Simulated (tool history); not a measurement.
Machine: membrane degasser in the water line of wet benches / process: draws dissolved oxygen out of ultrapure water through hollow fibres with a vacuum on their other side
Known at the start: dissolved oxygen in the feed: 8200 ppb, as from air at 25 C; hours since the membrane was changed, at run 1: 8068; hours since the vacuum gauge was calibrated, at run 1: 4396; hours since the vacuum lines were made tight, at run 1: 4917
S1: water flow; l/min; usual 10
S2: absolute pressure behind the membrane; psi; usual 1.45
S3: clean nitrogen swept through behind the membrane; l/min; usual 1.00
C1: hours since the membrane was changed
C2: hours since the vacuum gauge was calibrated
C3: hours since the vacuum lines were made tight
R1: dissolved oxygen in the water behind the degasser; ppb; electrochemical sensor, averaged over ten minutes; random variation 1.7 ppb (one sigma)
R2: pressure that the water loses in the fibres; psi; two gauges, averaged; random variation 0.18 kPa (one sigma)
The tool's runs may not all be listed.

{"run": 1, "hour": 0.0, "S1": 10, "S2": 1.45, "S3": 1.0, "C1": 8068, "C2": 4396, "C3": 4917, "R1": 184.2, "R2": 4.57}
{"run": 2, "hour": 161.2, "S1": 10, "S2": 1.45, "S3": 1.0, "C1": 8229, "C2": 4558, "C3": 5078, "R1": 189.4, "R2": 4.602}
{"run": 3, "hour": 319.2, "S1": 10, "S2": 1.45, "S3": 1.0, "C1": 8387, "C2": 4716, "C3": 5236, "R1": 185.8, "R2": 4.595}
{"run": 4, "hour": 536.3, "S1": 10, "S2": 1.45, "S3": 1.0, "C1": 8604, "C2": 4933, "C3": 5454, "R1": 188.6, "R2": 4.554}
{"run": 5, "hour": 719.7, "S1": 10, "S2": 1.45, "S3": 1.06, "C1": 8788, "C2": 5116, "C3": 5637, "R1": 177.1, "R2": 4.615}
{"run": 6, "hour": 933.5, "S1": 10, "S2": 1.45, "S3": 1.06, "C1": 9002, "C2": 5330, "C3": 5851, "R1": 179.6, "R2": 4.619}
{"run": 7, "hour": 1147.4, "S1": 10, "S2": 1.45, "S3": 1.06, "C1": 9215, "C2": 5544, "C3": 6065, "R1": 181.4, "R2": 4.63}
{"run": 8, "hour": 1278.6, "S1": 9, "S2": 1.45, "S3": 1.0, "C1": 9347, "C2": 5675, "C3": 6196, "R1": 164.7, "R2": 4.106}
{"run": 9, "hour": 1489.6, "S1": 14, "S2": 1.45, "S3": 1.0, "C1": 9558, "C2": 5886, "C3": 6407, "R1": 287.1, "R2": 6.46}
{"run": 10, "hour": 1623.4, "S1": 10, "S2": 1.45, "S3": 1.0, "C1": 9691, "C2": 6020, "C3": 6541, "R1": 191.6, "R2": 4.625}
{"run": 11, "hour": 1793.4, "S1": 7, "S2": 1.45, "S3": 2.52, "C1": 9862, "C2": 6190, "C3": 6711, "R1": 57.2, "R2": 3.22}
{"run": 12, "hour": 1886.6, "S1": 9, "S2": 1.45, "S3": 0.63, "C1": 9955, "C2": 6283, "C3": 6804, "R1": 247.1, "R2": 4.141}
{"run": 13, "hour": 2052.9, "S1": 16, "S2": 3.26, "S3": 1.53, "C1": 10121, "C2": 6449, "C3": 6970, "R1": 553.4, "R2": 7.449}
{"hour": 2131.1, "done": "vacuum gauge calibrated"}
{"run": 14, "hour": 2207.6, "S1": 16, "S2": 3.26, "S3": 1.53, "C1": 10275, "C2": 77, "C3": 7124, "R1": 547.6, "R2": 7.407}
{"run": 15, "hour": 2368.7, "S1": 15, "S2": 3.26, "S3": 1.53, "C1": 10436, "C2": 238, "C3": 7285, "R1": 521.1, "R2": 6.918}
{"run": 16, "hour": 2549.5, "S1": 11, "S2": 1.44, "S3": 0.48, "C1": 10617, "C2": 418, "C3": 7466, "R1": 365.1, "R2": 5.118}
{"run": 17, "hour": 2749.4, "S1": 11, "S2": 2.31, "S3": 0.48, "C1": 10817, "C2": 618, "C3": 7666, "R1": 644.3, "R2": 5.123}
{"run": 18, "hour": 2860.8, "S1": 11, "S2": 2.31, "S3": 0.48, "C1": 10928, "C2": 730, "C3": 7778, "R1": 647.8, "R2": 5.111}
{"run": 19, "hour": 3037.2, "S1": 12, "S2": 1.65, "S3": 0.5, "C1": 11105, "C2": 906, "C3": 7954, "R1": 458.1, "R2": 5.577}

What if the next run were any one of these 4? Each begins from the tool's condition after run 19:
{"run": "A", "hour": 3161.2, "S1": 10, "S2": 1.45, "S3": 0.44, "C1": 11229, "C2": 1030, "C3": 8078, "R1": "?", "R2": "?"}
{"run": "B", "hour": 3161.2, "S1": 15, "S2": 0.88, "S3": 0.64, "C1": 11229, "C2": 1030, "C3": 8078, "R1": "?", "R2": "?"}
{"run": "C", "hour": 3161.2, "S1": 12, "S2": 1.65, "S3": 0.54, "C1": 11229, "C2": 1030, "C3": 8078, "R1": "?", "R2": "?"}
{"run": "D", "hour": 3161.2, "S1": 7, "S2": 1.45, "S3": 0.59, "C1": 11229, "C2": 1030, "C3": 8078, "R1": "?", "R2": "?"}

run=A R1=362.2 R2=4.720
run=B R1=236.8 R2=6.998
run=C R1=429.0 R2=5.571
run=D R1=203.3 R2=3.236
With the hidden condition removed and each run's random variation left untouched, the same runs would have given:
run=A R1=341.8 R2=4.438
run=B R1=208.2 R2=6.577
run=C R1=404.4 R2=5.237
run=D R1=186.9 R2=3.040
